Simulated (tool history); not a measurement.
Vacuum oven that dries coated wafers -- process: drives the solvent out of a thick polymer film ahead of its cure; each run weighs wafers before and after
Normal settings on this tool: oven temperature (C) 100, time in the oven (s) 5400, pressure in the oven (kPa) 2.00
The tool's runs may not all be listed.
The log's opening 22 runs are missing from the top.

run	hour	oven temperature (C)	time in the oven (s)	pressure in the oven (kPa)	hours of work since the thermocouples were calibrated	hours of work since the vacuum gauge was cleaned of residue	solvent left in the film (%)
23	1628.7	100	5400	4.47	550	121	8.59
24	1718.1	100	5400	4.47	604	175	8.55
25	1815.6	97	4560	6.60	662	234	12.37
26	1865.7	97	4560	6.60	692	264	12.54
27	1925.4	97	5400	2.00	728	300	6.24
28	1990.5	97	2700	2.00	768	339	8.25
29	2090.5	100	7980	2.00	828	399	4.48
30	2188.7	100	7980	2.00	887	458	4.40
31	2238.9	100	4260	2.00	917	489	6.29
32	2288.5	100	4260	2.00	947	519	6.27
33	2356.9	100	4260	2.00	989	560	6.24
34	2423.0	97	3060	1.37	1028	600	7.20
35	2528.9	97	3060	1.37	1092	663	7.08
36	2631.7	112	3060	1.95	1154	725	4.40
37	2726.5	112	3060	1.22	1211	783	3.74
# hour 2802.1: oven's thermocouples calibrated
38	2827.2	112	3060	1.22	15	842	3.89
39	2918.6	98	5400	2.00	70	897	5.98
40	3021.8	98	6300	2.00	132	959	5.43

4 ways to go on from here, each from the tool as it stands after run 40. What would each give?
A	3076.9	89	3900	1.85	166	993	?
B	3076.9	101	2820	3.36	166	993	?
C	3076.9	90	8100	2.90	166	993	?
D	3076.9	98	4320	1.40	166	993	?

run	solvent left in the film (%)
A	9.02
B	8.64
C	8.37
D	6.02
With no hidden state in the tool, these same runs would have given:
run	solvent left in the film (%)
A	9.02
B	8.64
C	8.37
D	6.02
